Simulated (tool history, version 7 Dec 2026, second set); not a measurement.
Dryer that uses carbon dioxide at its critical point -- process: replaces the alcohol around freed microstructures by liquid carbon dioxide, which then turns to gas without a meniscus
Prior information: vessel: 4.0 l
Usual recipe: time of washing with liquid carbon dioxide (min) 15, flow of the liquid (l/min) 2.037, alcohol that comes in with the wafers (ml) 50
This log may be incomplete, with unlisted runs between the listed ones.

| run | day | time of washing with liquid carbon dioxide (min) | flow of the liquid (l/min) | alcohol that comes in with the wafers (ml) | alcohol left in the vessel before it's heated (ppm by volume) |
|---|---|---|---|---|---|
| 1 | 0 | 15 | 2.037 | 50 | 113 |
| 2 | 0.179 | 15 | 2.037 | 87 | 134 |
| 3 | 0.462 | 15 | 2.037 | 87 | 126 |
| 4 | 0.867 | 10 | 2.037 | 50 | 237 |
| 5 | 1.079 | 10 | 2.037 | 50 | 241 |
| 6 | 1.367 | 10 | 2.037 | 50 | 250 |
| 7 | 1.646 | 10 | 2.037 | 50 | 258 |
| 8 | 2.029 | 15 | 2.037 | 50 | 132 |
| 9 | 2.208 | 15 | 2.037 | 50 | 135 |
| 10 | 2.462 | 15 | 2.037 | 50 | 122 |
| 11 | 2.879 | 15 | 2.037 | 50 | 143 |
| 12 | 3.079 | 15 | 2.037 | 50 | 137 |
| 13 | 3.333 | 15 | 2.037 | 50 | 150 |
| 14 | 3.692 | 15 | 2.037 | 50 | 140 |
| 15 | 3.958 | 15 | 2.037 | 50 | 148 |
| 16 | 4.383 | 15 | 2.037 | 50 | 153 |
| 17 | 4.667 | 15 | 2.037 | 35 | 146 |
| 18 | 4.983 | 15 | 2.037 | 35 | 147 |
| 19 | 5.192 | 15 | 2.037 | 35 | 151 |
| 20 | 5.379 | 15 | 2.037 | 35 | 158 |
| 21 | 5.621 | 19 | 1.65 | 61 | 158 |
| 22 | 5.942 | 15 | 1.93 | 20 | 160 |
| 23 | 6.238 | 19 | 1.85 | 49 | 156 |
| 24 | 6.521 | 19 | 1.85 | 49 | 150 |
| 25 | 6.712 | 12 | 2.037 | 44 | 208 |
| 26 | 7.008 | 12 | 1.98 | 90 | 274 |
| 27 | 7.25 | 9 | 1.8 | 50 | 496 |
| 28 | 7.654 | 19 | 2.06 | 27 | 162 |
| 29 | 7.958 | 19 | 1.67 | 27 | 158 |
| 30 | 8.217 | 19 | 1.67 | 27 | 156 |
| 31 | 8.546 | 19 | 1.91 | 27 | 164 |
| 32 | 8.792 | 16 | 3.4 | 107 | 158 |
| 33 | 9.204 | 16 | 3.4 | 107 | 167 |
| 34 | 9.492 | 17 | 3.04 | 32 | 174 |
| 35 | 9.733 | 21 | 3.04 | 65 | 170 |
| 36 | 10.05 | 21 | 3.04 | 65 | 164 |
| 37 | 10.238 | 21 | 3.04 | 65 | 169 |
| 38 | 10.525 | 15 | 2.43 | 50 | 184 |
| 39 | 10.783 | 21 | 1.66 | 23 | 188 |
| 40 | 11.062 | 21 | 1.66 | 23 | 189 |

For some of the steps in alcohol left in the vessel before it's heated (ppm by volume) from one run to the next: how much would appear even if the tool had no hidden state, given the settings, what came in and random variation, and how much remains for the hidden state plus any gauge scatter that the measured result and the result without hidden state don't share?
Hidden state present: flow that reaches the vessel past the clogged filter, %; alcohol in the recycled carbon dioxide, ppm; drift of the gauge itself on alcohol_ppm, %.
Run 7 -> 8: time of washing with liquid carbon dioxide (min) 10 -> 15. alcohol left in the vessel before it's heated (ppm by volume) -126: hidden state -17, all else -109.
Run 26 -> 27: time of washing with liquid carbon dioxide (min) 12 -> 9, flow of the liquid (l/min) 1.98 -> 1.8, alcohol that comes in with the wafers (ml) 90 -> 50. alcohol left in the vessel before it's heated (ppm by volume) +222: hidden state +31, all else +191.
Run 27 -> 28: time of washing with liquid carbon dioxide (min) 9 -> 19, flow of the liquid (l/min) 1.8 -> 2.06, alcohol that comes in with the wafers (ml) 50 -> 27. alcohol left in the vessel before it's heated (ppm by volume) -334: hidden state -50, all else -284.

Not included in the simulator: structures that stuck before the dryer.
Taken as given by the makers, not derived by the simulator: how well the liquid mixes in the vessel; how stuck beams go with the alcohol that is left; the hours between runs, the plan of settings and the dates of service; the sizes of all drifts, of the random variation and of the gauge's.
